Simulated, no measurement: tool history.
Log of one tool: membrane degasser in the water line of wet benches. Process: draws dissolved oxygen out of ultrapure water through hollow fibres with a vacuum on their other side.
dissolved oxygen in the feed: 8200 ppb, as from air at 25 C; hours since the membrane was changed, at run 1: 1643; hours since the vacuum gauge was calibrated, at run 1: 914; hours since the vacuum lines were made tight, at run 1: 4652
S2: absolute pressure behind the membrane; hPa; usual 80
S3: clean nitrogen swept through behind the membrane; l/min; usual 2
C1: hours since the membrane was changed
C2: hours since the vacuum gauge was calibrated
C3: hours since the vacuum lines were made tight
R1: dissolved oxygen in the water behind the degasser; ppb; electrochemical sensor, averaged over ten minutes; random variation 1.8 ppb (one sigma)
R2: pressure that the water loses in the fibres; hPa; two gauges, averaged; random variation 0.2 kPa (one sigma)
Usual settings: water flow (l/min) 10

{"run": 1, "hour": 0.0, "water flow (l/min)": 10, "S2": 80, "S3": 2, "C1": 1643, "C2": 914, "C3": 4652, "R1": 178.1, "R2": 440}
{"run": 2, "hour": 167.6, "water flow (l/min)": 12, "S2": 80, "S3": 2, "C1": 1810, "C2": 1082, "C3": 4820, "R1": 255.8, "R2": 527.8}
{"run": 3, "hour": 335.4, "water flow (l/min)": 10, "S2": 80, "S3": 2, "C1": 1978, "C2": 1250, "C3": 4987, "R1": 177.5, "R2": 442.2}
{"run": 4, "hour": 597.0, "water flow (l/min)": 10, "S2": 80, "S3": 2, "C1": 2240, "C2": 1511, "C3": 5249, "R1": 179.7, "R2": 443.4}
{"run": 5, "hour": 811.9, "water flow (l/min)": 10, "S2": 80, "S3": 2, "C1": 2455, "C2": 1726, "C3": 5464, "R1": 179.4, "R2": 441.9}
{"run": 6, "hour": 1047.8, "water flow (l/min)": 10, "S2": 80, "S3": 2, "C1": 2691, "C2": 1962, "C3": 5700, "R1": 181.7, "R2": 445}
{"run": 7, "hour": 1260.1, "water flow (l/min)": 10, "S2": 80, "S3": 4.97, "C1": 2903, "C2": 2174, "C3": 5912, "R1": 147, "R2": 446.4}
{"run": 8, "hour": 1539.3, "water flow (l/min)": 10, "S2": 80, "S3": 2.26, "C1": 3182, "C2": 2454, "C3": 6191, "R1": 180.7, "R2": 443.2}
{"run": 9, "hour": 1738.6, "water flow (l/min)": 10, "S2": 80, "S3": 2.26, "C1": 3381, "C2": 2653, "C3": 6391, "R1": 179.6, "R2": 447}
{"run": 10, "hour": 1925.5, "water flow (l/min)": 10, "S2": 80, "S3": 2.26, "C1": 3568, "C2": 2840, "C3": 6577, "R1": 177.3, "R2": 446.4}
{"run": 11, "hour": 2102.1, "water flow (l/min)": 10, "S2": 80, "S3": 2.26, "C1": 3745, "C2": 3016, "C3": 6754, "R1": 175.4, "R2": 446.6}
{"run": 12, "hour": 2272.6, "water flow (l/min)": 10, "S2": 80, "S3": 2.26, "C1": 3915, "C2": 3187, "C3": 6925, "R1": 179, "R2": 446.6}
{"run": 13, "hour": 2495.9, "water flow (l/min)": 10, "S2": 80, "S3": 2, "C1": 4139, "C2": 3410, "C3": 7148, "R1": 185.4, "R2": 444.9}
{"run": 14, "hour": 2672.6, "water flow (l/min)": 10, "S2": 80, "S3": 2, "C1": 4315, "C2": 3587, "C3": 7325, "R1": 183.9, "R2": 449}
{"run": 15, "hour": 2889.8, "water flow (l/min)": 10, "S2": 80, "S3": 2, "C1": 4533, "C2": 3804, "C3": 7542, "R1": 184.7, "R2": 447.5}
{"run": 16, "hour": 3054.6, "water flow (l/min)": 10, "S2": 80, "S3": 2, "C1": 4697, "C2": 3969, "C3": 7707, "R1": 188, "R2": 448.6}
{"run": 17, "hour": 3292.5, "water flow (l/min)": 15, "S2": 80, "S3": 1.89, "C1": 4935, "C2": 4207, "C3": 7945, "R1": 416.4, "R2": 675}
{"run": 18, "hour": 3411.2, "water flow (l/min)": 10, "S2": 123.9, "S3": 1.08, "C1": 5054, "C2": 4326, "C3": 8063, "R1": 329, "R2": 448.8}
{"run": 19, "hour": 3535.9, "water flow (l/min)": 10, "S2": 123.9, "S3": 1.08, "C1": 5179, "C2": 4450, "C3": 8188, "R1": 324.5, "R2": 445.2}
{"run": 20, "hour": 3752.2, "water flow (l/min)": 10, "S2": 123.9, "S3": 1.08, "C1": 5395, "C2": 4667, "C3": 8404, "R1": 332.3, "R2": 451}
{"run": 21, "hour": 4004.8, "water flow (l/min)": 10, "S2": 80, "S3": 1.65, "C1": 5648, "C2": 4919, "C3": 8657, "R1": 202.3, "R2": 450.4}
{"run": 22, "hour": 4266.8, "water flow (l/min)": 10, "S2": 80, "S3": 1.65, "C1": 5910, "C2": 5181, "C3": 8919, "R1": 202, "R2": 452.5}
{"run": 23, "hour": 4519.8, "water flow (l/min)": 16, "S2": 80, "S3": 1.7, "C1": 6163, "C2": 5434, "C3": 9172, "R1": 487, "R2": 718.8}
{"run": 24, "hour": 4695.0, "water flow (l/min)": 12, "S2": 199.5, "S3": 1.72, "C1": 6338, "C2": 5609, "C3": 9347, "R1": 468.1, "R2": 542.4}
{"run": 25, "hour": 4934.5, "water flow (l/min)": 12, "S2": 199.5, "S3": 1.72, "C1": 6577, "C2": 5849, "C3": 9586, "R1": 467.5, "R2": 541.7}
{"run": 26, "hour": 5155.3, "water flow (l/min)": 14, "S2": 80, "S3": 1.01, "C1": 6798, "C2": 6070, "C3": 9807, "R1": 439.9, "R2": 631.7}
{"run": 27, "hour": 5435.4, "water flow (l/min)": 13, "S2": 123.8, "S3": 1.13, "C1": 7078, "C2": 6350, "C3": 10087, "R1": 484.9, "R2": 588.3}
{"hour": 5456.8, "done": "vacuum gauge calibrated"}
{"run": 28, "hour": 5702.3, "water flow (l/min)": 11, "S2": 123.8, "S3": 1.59, "C1": 7345, "C2": 245, "C3": 10354, "R1": 314.1, "R2": 499.3}
{"run": 29, "hour": 5883.5, "water flow (l/min)": 11, "S2": 123.8, "S3": 1.59, "C1": 7526, "C2": 427, "C3": 10535, "R1": 316.9, "R2": 495.4}
{"run": 30, "hour": 6114.6, "water flow (l/min)": 7, "S2": 123.8, "S3": 1.59, "C1": 7757, "C2": 658, "C3": 10766, "R1": 149, "R2": 320}

Forecast run 31:
{"hour": 6239.2, "done": "seals of the vacuum lines changed"}
{"run": 31, "hour": 6261.8, "water flow (l/min)": 13, "S2": 63.4, "S3": 2.29, "C1": 7902, "C2": 803, "C3": 23, "R1": "?", "R2": "?"}

R1: 293.1 ppb
R2: 593.7 hPa
Without the tool's hidden state the same run would have given R1 263.7 ppb, R2 574 hPa.
